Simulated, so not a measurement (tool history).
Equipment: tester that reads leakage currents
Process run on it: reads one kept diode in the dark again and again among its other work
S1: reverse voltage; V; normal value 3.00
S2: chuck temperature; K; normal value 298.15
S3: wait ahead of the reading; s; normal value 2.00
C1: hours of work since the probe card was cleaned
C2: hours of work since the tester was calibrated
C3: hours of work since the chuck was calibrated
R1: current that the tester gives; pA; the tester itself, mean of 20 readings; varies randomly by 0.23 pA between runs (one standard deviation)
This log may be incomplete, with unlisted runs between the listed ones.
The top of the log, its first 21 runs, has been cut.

run	hour	S1	S2	S3	C1	C2	C3	R1
22	3150.2	13.34	298.15	2.00	1211	268	1481	152.03
23	3322.3	13.34	298.15	2.00	1334	390	1603	155.41
24	3494.4	13.34	298.15	2.00	1456	512	1725	158.97
# hour 3522.0: probe card cleaned and baked
25	3649.2	2.24	298.15	1.05	90	620	1833	71.18
26	3749.5	3.00	298.15	2.50	161	691	1904	78.43
27	3850.0	15.62	298.15	0.61	233	762	1975	140.36
28	4037.0	15.62	298.15	0.61	365	895	2108	143.96
29	4146.5	15.62	298.15	0.61	443	972	2186	145.32
30	4321.9	15.62	298.15	0.61	567	1097	2310	151.06
# hour 4470.8: chuck's temperature calibrated
31	4522.3	3.00	315.15	2.00	708	1237	37	332.79
32	4634.3	2.79	298.15	9.51	787	1317	116	76.29
33	4782.3	5.19	300.15	2.00	892	1422	221	115.02
34	4962.5	1.05	307.15	0.79	1020	1550	349	123.34
35	5132.2	1.05	307.15	0.79	1140	1670	469	124.21
36	5332.3	4.48	306.15	2.00	1282	1812	611	185.57
37	5519.3	1.70	297.15	0.39	1415	1944	743	62.38
# hour 5605.9: probe card cleaned and baked
38	5637.7	3.52	297.15	0.84	23	2026	825	72.84
39	5826.0	5.23	294.15	0.51	156	2160	959	65.17

Forecast each of these 3 alternatives for the next run:
A	6019.4	3.79	298.15	0.33	293	2297	1096	?
B	6019.4	2.84	317.15	0.65	293	2297	1096	?
C	6019.4	5.23	294.15	1.36	293	2297	1096	?

run	R1
A	85.87
B	392.09
C	65.12
With the hidden condition removed and each run's random variation left untouched, the same runs would have given:
run	R1
A	82.29
B	384.41
C	61.07
